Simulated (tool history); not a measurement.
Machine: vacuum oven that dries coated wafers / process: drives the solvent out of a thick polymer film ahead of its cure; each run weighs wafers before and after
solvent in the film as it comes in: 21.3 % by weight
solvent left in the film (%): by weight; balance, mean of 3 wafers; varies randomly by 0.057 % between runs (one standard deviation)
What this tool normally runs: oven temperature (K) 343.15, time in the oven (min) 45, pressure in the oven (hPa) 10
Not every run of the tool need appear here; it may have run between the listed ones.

run 1 hour=0 | oven_temperature_(K)=343.15 time_in_the_oven_(min)=45 pressure_in_the_oven_(hPa)=10 | solvent_left_in_the_film_(%)=2.58
run 2 hour=9 | oven_temperature_(K)=346.15 time_in_the_oven_(min)=45 pressure_in_the_oven_(hPa)=10 | solvent_left_in_the_film_(%)=2.16
run 3 hour=24.8 | oven_temperature_(K)=346.15 time_in_the_oven_(min)=45 pressure_in_the_oven_(hPa)=10 | solvent_left_in_the_film_(%)=2.16
run 4 hour=41 | oven_temperature_(K)=346.15 time_in_the_oven_(min)=45 pressure_in_the_oven_(hPa)=10 | solvent_left_in_the_film_(%)=2.15
run 5 hour=51.2 | oven_temperature_(K)=346.15 time_in_the_oven_(min)=45 pressure_in_the_oven_(hPa)=28 | solvent_left_in_the_film_(%)=4.7
run 6 hour=69.1 | oven_temperature_(K)=343.15 time_in_the_oven_(min)=45 pressure_in_the_oven_(hPa)=10 | solvent_left_in_the_film_(%)=2.61
run 7 hour=82.8 | oven_temperature_(K)=343.15 time_in_the_oven_(min)=45 pressure_in_the_oven_(hPa)=10 | solvent_left_in_the_film_(%)=2.67
run 8 hour=102.7 | oven_temperature_(K)=343.15 time_in_the_oven_(min)=45 pressure_in_the_oven_(hPa)=10 | solvent_left_in_the_film_(%)=2.67
run 9 hour=114.5 | oven_temperature_(K)=334.15 time_in_the_oven_(min)=45 pressure_in_the_oven_(hPa)=16.5 | solvent_left_in_the_film_(%)=6.68
run 10 hour=127.2 | oven_temperature_(K)=343.15 time_in_the_oven_(min)=45 pressure_in_the_oven_(hPa)=35.4 | solvent_left_in_the_film_(%)=6.79
run 11 hour=144.5 | oven_temperature_(K)=343.15 time_in_the_oven_(min)=45 pressure_in_the_oven_(hPa)=35.4 | solvent_left_in_the_film_(%)=6.8
run 12 hour=155.2 | oven_temperature_(K)=343.15 time_in_the_oven_(min)=45 pressure_in_the_oven_(hPa)=35.4 | solvent_left_in_the_film_(%)=6.79
run 13 hour=168.9 | oven_temperature_(K)=343.15 time_in_the_oven_(min)=45 pressure_in_the_oven_(hPa)=35.4 | solvent_left_in_the_film_(%)=6.84
run 14 hour=188.6 | oven_temperature_(K)=338.15 time_in_the_oven_(min)=28 pressure_in_the_oven_(hPa)=12.4 | solvent_left_in_the_film_(%)=6.5
run 15 hour=197.7 | oven_temperature_(K)=352.15 time_in_the_oven_(min)=25 pressure_in_the_oven_(hPa)=10 | solvent_left_in_the_film_(%)=2.45
run 16 hour=210.7 | oven_temperature_(K)=352.15 time_in_the_oven_(min)=25 pressure_in_the_oven_(hPa)=10 | solvent_left_in_the_film_(%)=2.41

Branching from run 16: 5 alternative next runs. What would each branch give?
run A hour=228 | oven_temperature_(K)=352.15 time_in_the_oven_(min)=27 pressure_in_the_oven_(hPa)=10 | solvent_left_in_the_film_(%)=?
run B hour=228 | oven_temperature_(K)=343.15 time_in_the_oven_(min)=34 pressure_in_the_oven_(hPa)=10 | solvent_left_in_the_film_(%)=?
run C hour=228 | oven_temperature_(K)=342.15 time_in_the_oven_(min)=43 pressure_in_the_oven_(hPa)=6.1 | solvent_left_in_the_film_(%)=?
run D hour=228 | oven_temperature_(K)=346.15 time_in_the_oven_(min)=45 pressure_in_the_oven_(hPa)=22 | solvent_left_in_the_film_(%)=?
run E hour=228 | oven_temperature_(K)=355.15 time_in_the_oven_(min)=37 pressure_in_the_oven_(hPa)=16.5 | solvent_left_in_the_film_(%)=?

run=A solvent_left_in_the_film_(%)=2.3
run=B solvent_left_in_the_film_(%)=3.51
run=C solvent_left_in_the_film_(%)=2.34
run=D solvent_left_in_the_film_(%)=3.9
run=E solvent_left_in_the_film_(%)=1.96
With no hidden state in the tool, these same runs would have given:
run=A solvent_left_in_the_film_(%)=2.29
run=B solvent_left_in_the_film_(%)=3.5
run=C solvent_left_in_the_film_(%)=2.33
run=D solvent_left_in_the_film_(%)=3.89
run=E solvent_left_in_the_film_(%)=1.96
